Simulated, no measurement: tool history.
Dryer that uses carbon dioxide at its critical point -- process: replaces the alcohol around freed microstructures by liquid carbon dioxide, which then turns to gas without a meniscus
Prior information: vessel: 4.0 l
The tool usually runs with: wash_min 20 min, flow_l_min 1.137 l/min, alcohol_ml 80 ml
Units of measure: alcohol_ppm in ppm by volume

run   hour  wash_min  flow_l_min  alcohol_ml  alcohol_ppm
  1    0.0        20       1.137          80          407
  2   16.2        20       1.137          80          426
  3   47.1        18       1.137          80          613
  4   74.3        29       1.137          80           97
  5  101.7        29       1.137          80          100
  6  128.3        20       1.137          26          161
  7  142.0        20       1.137          80          437
  8  156.5        20       1.137          80          453
  9  183.0        20       1.137          80          456
 10  215.1        14       1.710          50          268
 11  234.8        14       1.710          50          271
 12  265.8        22       0.760          38          581
 13  280.5        20       1.240          42          206
 14  301.1        20       1.240          42          210
 15  316.6        20       1.137          40          260
     327.2  -- inlet filter changed
 16  337.7        20       1.137          40          227
 17  369.2        14       1.137          46          735
 18  386.0        20       0.800          35          543

3 options for the next run, each taken on its own from the tool as it stands now. Forecast them:
  A  415.9        20       1.137          79            ?
  B  415.9        20       0.810         107            ?
  C  415.9        20       1.137          78            ?

run  alcohol_ppm
  A          399
  B         1538
  C          417
Take away the tool's hidden state, keep each run's random variation, and the runs would have read:
run  alcohol_ppm
  A          340
  B         1453
  C          356

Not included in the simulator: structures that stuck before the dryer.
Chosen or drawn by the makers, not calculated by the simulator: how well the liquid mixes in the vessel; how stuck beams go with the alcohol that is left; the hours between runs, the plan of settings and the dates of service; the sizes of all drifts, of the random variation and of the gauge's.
